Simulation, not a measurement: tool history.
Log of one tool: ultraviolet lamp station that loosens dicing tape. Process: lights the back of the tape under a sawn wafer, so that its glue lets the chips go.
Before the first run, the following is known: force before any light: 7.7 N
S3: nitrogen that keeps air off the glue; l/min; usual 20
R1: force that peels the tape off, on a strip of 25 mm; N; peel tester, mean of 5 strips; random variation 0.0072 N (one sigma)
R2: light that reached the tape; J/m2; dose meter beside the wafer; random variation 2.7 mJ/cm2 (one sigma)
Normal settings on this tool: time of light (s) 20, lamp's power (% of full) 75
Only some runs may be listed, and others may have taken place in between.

Run 1, hour 0.0: usual settings. Result: R1 0.631 N, R2 2500 J/m2.
Run 2, hour 29.5: usual settings. Result: R1 0.663 N, R2 2460 J/m2.
Run 3, hour 69.9: usual settings. Result: R1 0.676 N, R2 2450 J/m2.
Run 4, hour 95.4: usual settings. Result: R1 0.675 N, R2 2460 J/m2.
Run 5, hour 137.3: usual settings. Result: R1 0.691 N, R2 2420 J/m2.
Run 6, hour 172.5: usual settings. Result: R1 0.699 N, R2 2350 J/m2.
Run 7, hour 197.8: usual settings but lamp's power (% of full) 70. Result: R1 0.868 N, R2 2230 J/m2.
Run 8, hour 245.9: usual settings but lamp's power (% of full) 70. Result: R1 0.883 N, R2 2190 J/m2.
Run 9, hour 283.7: usual settings but lamp's power (% of full) 70. Result: R1 0.947 N, R2 2170 J/m2.
Run 10, hour 322.4: usual settings but lamp's power (% of full) 70. Result: R1 0.918 N, R2 2110 J/m2.
Run 11, hour 371.3: usual settings but lamp's power (% of full) 70. Result: R1 1.005 N, R2 2090 J/m2.
Run 12, hour 410.4: usual settings but lamp's power (% of full) 70. Result: R1 0.955 N, R2 2020 J/m2.
Run 13, hour 444.0: usual settings but S3 8 l/min. Result: R1 1.400 N, R2 2180 J/m2.
Run 14, hour 487.9: usual settings but S3 8 l/min. Result: R1 1.406 N, R2 2140 J/m2.
At hour 498.6: window cleaned of glue's vapour.
Run 15, hour 536.2: usual settings but lamp's power (% of full) 60. Result: R1 1.300 N, R2 1760 J/m2.
Run 16, hour 564.0: usual settings but lamp's power (% of full) 80. Result: R1 0.752 N, R2 2310 J/m2.
Run 17, hour 614.2: usual settings but lamp's power (% of full) 80. Result: R1 0.783 N, R2 2270 J/m2.
At hour 664.0: lamp changed.
Run 18, hour 667.7: usual settings but lamp's power (% of full) 80. Result: R1 0.237 N, R2 3750 J/m2.
Run 19, hour 693.5: usual settings but S3 12 l/min. Result: R1 0.385 N, R2 3510 J/m2.
Run 20, hour 743.5: usual settings but time of light (s) 17, lamp's power (% of full) 74, S3 29 l/min. Result: R1 0.369 N, R2 2910 J/m2.
Run 21, hour 769.4: usual settings but time of light (s) 23, S3 29 l/min. Result: R1 0.169 N, R2 3950 J/m2.
Run 22, hour 813.2: usual settings but lamp's power (% of full) 63. Result: R1 0.488 N, R2 2860 J/m2.
Run 23, hour 860.5: usual settings but lamp's power (% of full) 97, S3 23 l/min. Result: R1 0.142 N, R2 4270 J/m2.
Run 24, hour 888.6: usual settings but time of light (s) 12, lamp's power (% of full) 94, S3 19 l/min. Result: R1 0.643 N, R2 2450 J/m2.
Run 25, hour 914.8: usual settings but time of light (s) 12, lamp's power (% of full) 94, S3 19 l/min. Result: R1 0.668 N, R2 2450 J/m2.
Run 26, hour 962.5: usual settings but time of light (s) 17, lamp's power (% of full) 81, S3 19 l/min. Result: R1 0.438 N, R2 3000 J/m2.
Run 27, hour 1007.2: usual settings but time of light (s) 18, S3 24 l/min. Result: R1 0.412 N, R2 2910 J/m2.
Run 28, hour 1047.5: usual settings but time of light (s) 28, S3 8 l/min. Result: R1 0.260 N, R2 4440 J/m2.
Run 29, hour 1070.6: usual settings but time of light (s) 21, lamp's power (% of full) 70, S3 7 l/min. Result: R1 0.698 N, R2 3150 J/m2.
Run 30, hour 1099.5: usual settings but time of light (s) 21, lamp's power (% of full) 70, S3 7 l/min. Result: R1 0.739 N, R2 3050 J/m2.
Run 31, hour 1135.2: usual settings but time of light (s) 18, lamp's power (% of full) 74, S3 13 l/min. Result: R1 0.623 N, R2 2740 J/m2.
At hour 1182.8: window cleaned of glue's vapour.
Run 32, hour 1184.1: usual settings but time of light (s) 18, lamp's power (% of full) 74, S3 13 l/min. Result: R1 0.579 N, R2 2840 J/m2.
Run 33, hour 1240.8: usual settings but lamp's power (% of full) 83. Result: R1 0.272 N, R2 3530 J/m2.
Run 34, hour 1265.7: usual settings but time of light (s) 39, lamp's power (% of full) 82, S3 19 l/min. Result: R1 0.077 N, R2 6740 J/m2.

Each row is a separate what-if for the run after 34, all from the same tool condition, not one after another. Results?
Run A, hour 1314.7: usual settings but time of light (s) 39, lamp's power (% of full) 80, S3 19 l/min. Result: R1 ?, R2 ?.
Run B, hour 1314.7: usual settings but time of light (s) 39, lamp's power (% of full) 90, S3 19 l/min. Result: R1 ?, R2 ?.
Run C, hour 1314.7: usual settings but lamp's power (% of full) 70, S3 17 l/min. Result: R1 ?, R2 ?.
Run D, hour 1314.7: usual settings but lamp's power (% of full) 61, S3 39 l/min. Result: R1 ?, R2 ?.

run     R1    R2
  A  0.072  6510
  B  0.078  7330
  C  0.487  2940
  D  0.446  2480
Take away the tool's hidden state, keep each run's random variation, and the runs would have read:
run     R1    R2
  A  0.066  7480
  B  0.075  8420
  C  0.342  3380
  D  0.311  2850

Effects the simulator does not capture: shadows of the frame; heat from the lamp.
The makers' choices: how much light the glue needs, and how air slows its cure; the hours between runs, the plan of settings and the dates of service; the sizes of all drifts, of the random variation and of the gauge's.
